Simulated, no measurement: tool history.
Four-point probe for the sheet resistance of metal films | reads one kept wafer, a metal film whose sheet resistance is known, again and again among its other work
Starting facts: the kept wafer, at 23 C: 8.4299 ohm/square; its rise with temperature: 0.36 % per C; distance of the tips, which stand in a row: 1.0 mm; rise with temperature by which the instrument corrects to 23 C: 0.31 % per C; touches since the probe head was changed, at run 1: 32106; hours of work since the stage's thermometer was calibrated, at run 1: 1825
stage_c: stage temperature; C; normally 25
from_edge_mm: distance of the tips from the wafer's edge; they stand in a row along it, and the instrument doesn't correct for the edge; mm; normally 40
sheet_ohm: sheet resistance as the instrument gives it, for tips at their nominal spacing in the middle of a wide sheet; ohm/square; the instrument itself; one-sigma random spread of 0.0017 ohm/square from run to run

| run | hour | stage_c | from_edge_mm | touches since the probe head was changed | hours of work since the stage's thermometer was calibrated | sheet_ohm |
|---|---|---|---|---|---|---|
| 1 | 0 | 25 | 40 | 32106 | 1825 | 8.494821 |
| 2 | 130.8 | 25 | 40 | 34644 | 1897 | 8.495241 |
| 3 | 221.9 | 25 | 40 | 36412 | 1947 | 8.496759 |
| 4 | 333.7 | 25 | 40 | 38581 | 2009 | 8.498771 |
|  | 415.1 | stage's thermometer calibrated |
| 5 | 439.9 | 25 | 14 | 40632 | 14 | 8.522649 |
| 6 | 494.6 | 25 | 36 | 41692 | 44 | 8.503407 |
| 7 | 626.4 | 25 | 40 | 44250 | 117 | 8.502012 |
| 8 | 747.5 | 25 | 40 | 46600 | 184 | 8.501012 |
| 9 | 809.4 | 25 | 40 | 47801 | 218 | 8.508136 |
| 10 | 941.4 | 25 | 40 | 50361 | 291 | 8.505527 |
| 11 | 1011.2 | 25 | 40 | 51715 | 329 | 8.508105 |
| 12 | 1147.3 | 25 | 40 | 54356 | 405 | 8.508927 |
| 13 | 1234.3 | 25 | 19 | 56044 | 453 | 8.517814 |
| 14 | 1318.8 | 25 | 7 | 57683 | 499 | 8.599295 |
| 15 | 1450.6 | 31 | 40 | 60240 | 572 | 8.53243 |
| 16 | 1551.8 | 31 | 40 | 62204 | 628 | 8.531812 |
| 17 | 1626.4 | 31 | 40 | 63650 | 669 | 8.533074 |
| 18 | 1761.5 | 31 | 40 | 66273 | 744 | 8.536725 |
| 19 | 1897.3 | 31 | 40 | 68907 | 819 | 8.537285 |
| 20 | 2010.9 | 21 | 4 | 71111 | 882 | 8.776897 |
| 21 | 2079.7 | 19 | 45 | 72446 | 920 | 8.496216 |
| 22 | 2209.2 | 19 | 27 | 74958 | 992 | 8.498359 |
| 23 | 2321.2 | 19 | 65 | 77130 | 1054 | 8.496548 |
| 24 | 2454.4 | 29 | 10 | 79715 | 1127 | 8.581672 |
| 25 | 2548.7 | 29 | 5 | 81545 | 1179 | 8.714998 |
| 26 | 2640.3 | 18 | 32 | 83321 | 1230 | 8.500701 |
| 27 | 2704.1 | 21 | 4 | 84560 | 1265 | 8.781312 |
| 28 | 2816.4 | 20 | 3 | 86739 | 1327 | 8.980856 |
| 29 | 2896.1 | 20 | 3 | 88285 | 1371 | 8.983901 |
| 30 | 2954 | 20 | 3 | 89408 | 1403 | 8.984067 |
| 31 | 3032.5 | 20 | 5 | 90930 | 1447 | 8.686139 |
| 32 | 3148 | 20 | 5 | 93172 | 1511 | 8.684985 |
| 33 | 3254.4 | 20 | 5 | 95235 | 1569 | 8.69022 |
| 34 | 3371.2 | 30 | 59 | 97502 | 1634 | 8.549305 |
| 35 | 3439.9 | 25 | 40 | 98835 | 1672 | 8.533831 |

Forecast each of these 5 alternatives for the next run:
| A | 3536.1 | 33 | 40 | 100701 | 1725 | ? |
| B | 3536.1 | 23 | 24 | 100701 | 1725 | ? |
| C | 3536.1 | 26 | 26 | 100701 | 1725 | ? |
| D | 3536.1 | 25 | 5 | 100701 | 1725 | ? |
| E | 3536.1 | 19 | 12 | 100701 | 1725 | ? |

| run | sheet_ohm |
|---|---|
| A | 8.56346 |
| B | 8.530684 |
| C | 8.543994 |
| D | 8.71344 |
| E | 8.542543 |
Had the tool no hidden state, the same runs would have come out as:
| run | sheet_ohm |
|---|---|
| A | 8.468479 |
| B | 8.4364 |
| C | 8.449461 |
| D | 8.617236 |
| E | 8.448288 |
